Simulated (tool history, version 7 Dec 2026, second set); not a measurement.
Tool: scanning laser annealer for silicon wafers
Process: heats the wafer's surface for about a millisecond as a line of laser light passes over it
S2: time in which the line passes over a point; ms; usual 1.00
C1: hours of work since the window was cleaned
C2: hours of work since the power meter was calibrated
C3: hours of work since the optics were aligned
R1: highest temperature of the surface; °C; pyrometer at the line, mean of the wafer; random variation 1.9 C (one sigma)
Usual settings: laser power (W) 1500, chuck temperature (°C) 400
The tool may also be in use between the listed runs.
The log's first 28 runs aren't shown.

Run 29, day 25.238: usual settings but laser power (W) 1425, S2 0.80 ms, chuck temperature (°C) 395; C1 254; C2 1076; C3 834. Result: R1 1093 °C.
Run 30, day 26.429: usual settings but laser power (W) 1425, S2 0.80 ms, chuck temperature (°C) 395; C1 277; C2 1099; C3 856. Result: R1 1091 °C.
Run 31, day 26.942: usual settings but laser power (W) 1425, S2 0.80 ms, chuck temperature (°C) 395; C1 286; C2 1109; C3 866. Result: R1 1094 °C.
At day 27.375: optics aligned, line set to its width.
Run 32, day 27.958: usual settings but laser power (W) 1396, S2 1.22 ms, chuck temperature (°C) 397; C1 302; C2 1124; C3 11. Result: R1 1269 °C.
Run 33, day 29.029: usual settings but laser power (W) 1335, S2 1.12 ms, chuck temperature (°C) 434; C1 322; C2 1144; C3 31. Result: R1 1226 °C.
Run 34, day 30.096: usual settings but laser power (W) 1381; C1 343; C2 1165; C3 52. Result: R1 1170 °C.
Run 35, day 31.238: usual settings but laser power (W) 1599; C1 364; C2 1187; C3 74. Result: R1 1306 °C.
Run 36, day 32.179: usual settings but laser power (W) 1599, S2 0.86 ms, chuck temperature (°C) 439; C1 382; C2 1204; C3 91. Result: R1 1271 °C.
Run 37, day 33.179: usual settings but laser power (W) 1546, S2 0.90 ms; C1 401; C2 1223; C3 111. Result: R1 1221 °C.
Run 38, day 33.808: usual settings but laser power (W) 1546, S2 0.81 ms; C1 413; C2 1235; C3 122. Result: R1 1177 °C.
Run 39, day 34.825: usual settings but laser power (W) 1598, S2 0.85 ms, chuck temperature (°C) 372; C1 433; C2 1255; C3 142. Result: R1 1192 °C.
Run 40, day 35.388: usual settings but laser power (W) 1395, S2 0.91 ms, chuck temperature (°C) 428; C1 443; C2 1266; C3 153. Result: R1 1166 °C.

Forecast each of these 3 alternatives for the next run:
Run A, day 36.083: usual settings but laser power (W) 1395, S2 0.91 ms, chuck temperature (°C) 375; C1 456; C2 1279; C3 166. Result: R1 ?.
Run B, day 36.083: usual settings; C1 456; C2 1279; C3 166. Result: R1 ?.
Run C, day 36.083: usual settings but laser power (W) 1602; C1 456; C2 1279; C3 166. Result: R1 ?.

run    R1
  A  1112
  B  1240
  C  1306
Without the tool's hidden state the same runs would have given:
run    R1
  A  1117
  B  1246
  C  1311
